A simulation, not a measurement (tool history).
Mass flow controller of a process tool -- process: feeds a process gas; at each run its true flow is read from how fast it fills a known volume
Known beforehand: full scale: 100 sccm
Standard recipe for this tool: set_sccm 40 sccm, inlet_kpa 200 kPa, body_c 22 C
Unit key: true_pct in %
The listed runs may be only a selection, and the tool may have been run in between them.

run    hour  set_sccm  inlet_kpa  body_c  true_pct
  1     0.0        40        200      22     98.70
  2   108.7        40        200      27     98.48
  3   199.6        40        200      27     98.56
  4   255.5        40        200      27     98.60
  5   349.6        40        200      27     98.45
  6   431.2        40        200      27     98.36
  7   503.6        40        200      27     98.67
  8   575.3        40        200      27     98.56
  9   634.0        40        200      27     98.47
 10   741.6        40        200      27     98.50
 11   811.9        40        200      27     98.39
 12   901.5        40        147      22     98.53
 13  1008.9        40        147      22     98.67
 14  1120.0        40        200      22     98.63
 15  1203.9        40        200      22     98.62
 16  1271.9        40        200      29     98.39
 17  1356.4        40        200      29     98.37
 18  1402.8        40        200      29     98.50
 19  1476.8        40        200      29     98.37
 20  1565.7        40        200      29     98.44
 21  1649.4        40        200      22     98.65
 22  1749.7        13        200      22     98.06
 23  1858.4        40        200      22     98.51
 24  1967.9        40        200      22     98.56
 25  2016.0        85        200      22     99.75
 26  2100.0        77        155      22     99.54
 27  2182.3        18        235      27     98.10
 28  2265.4        18        153      24     97.94
 29  2339.2        18        153      24     97.94
 30  2409.3        18        153      32     97.76
 31  2506.1        24        157      21     98.25
 32  2606.0        24        157      21     98.25

Run 33, settings as shown, results not yet in. Your forecast:
 33  2701.3        48        179      39         ?

true_pct: 98.14 %
Take away the tool's hidden state, keep the run-to-run variation as it was, and the same run would have given true_pct 98.14 %.
